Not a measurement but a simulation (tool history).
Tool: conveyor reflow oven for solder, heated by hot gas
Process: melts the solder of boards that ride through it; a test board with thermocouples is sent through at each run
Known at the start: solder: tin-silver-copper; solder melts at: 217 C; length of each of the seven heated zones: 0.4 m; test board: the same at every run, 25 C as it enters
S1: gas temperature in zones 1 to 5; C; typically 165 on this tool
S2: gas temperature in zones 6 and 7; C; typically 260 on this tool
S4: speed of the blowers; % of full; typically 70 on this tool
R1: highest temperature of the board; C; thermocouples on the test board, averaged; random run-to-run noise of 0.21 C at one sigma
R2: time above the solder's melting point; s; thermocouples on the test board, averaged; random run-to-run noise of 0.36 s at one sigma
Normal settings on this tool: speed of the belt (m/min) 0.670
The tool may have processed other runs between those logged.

Run 1, hour 0.0: usual settings. Result: R1 243.5 C, R2 44.8 s.
Run 2, hour 50.4: usual settings. Result: R1 244.2 C, R2 45.3 s.
Run 3, hour 77.0: usual settings but S2 272 C. Result: R1 254.4 C, R2 52.7 s.
At hour 101.9: flux residue cleaned out of gas plates and filters.
Run 4, hour 130.8: usual settings but S2 272 C. Result: R1 253.7 C, R2 51.2 s.
Run 5, hour 178.9: usual settings but S2 272 C. Result: R1 253.6 C, R2 51.8 s.
Run 6, hour 215.1: usual settings but S2 272 C. Result: R1 253.2 C, R2 52.0 s.
Run 7, hour 267.7: usual settings but S1 168 C. Result: R1 243.3 C, R2 45.2 s.
Run 8, hour 317.3: usual settings but S1 155 C, S2 264 C, speed of the belt (m/min) 0.685, S4 67 % of full. Result: R1 243.3 C, R2 40.0 s.
Run 9, hour 381.1: usual settings but S1 161 C, S2 251 C, speed of the belt (m/min) 0.617, S4 52 % of full. Result: R1 233.8 C, R2 35.8 s.
Run 10, hour 426.2: usual settings but S1 161 C, S2 270 C, speed of the belt (m/min) 0.756, S4 57 % of full. Result: R1 243.1 C, R2 35.6 s.
At hour 436.0: flux residue cleaned out of gas plates and filters, once more.
Run 11, hour 458.6: usual settings but S1 161 C, S2 267 C, speed of the belt (m/min) 0.694, S4 52 % of full. Result: R1 246.1 C, R2 43.6 s.

How would selected steps in R1 from run to run divide? Give the signed amount a tool lacking its hidden state would still show from settings, what came in and random variation, and the signed amount left for the hidden state, including any gauge scatter that is not in both of the compared results.
Hidden state present: heat that the gas passes to the board, % of a clean oven's; belt's true speed, % of the reading; true gas temperature in zones 6 and 7 over the reading, C; drift of the gauge itself on peak_c, C; drift of the gauge itself on liquid_s, %.
Run 2 -> 3: S2 260 -> 272. R1 +10.2 C: hidden state -0.2, all else +10.4.
Run 10 -> 11: S2 270 -> 267, speed of the belt (m/min) 0.756 -> 0.694, S4 57 -> 52, flux residue cleaned out of gas plates and filters, once more. R1 +3.0 C: hidden state +3.5, all else -0.5.
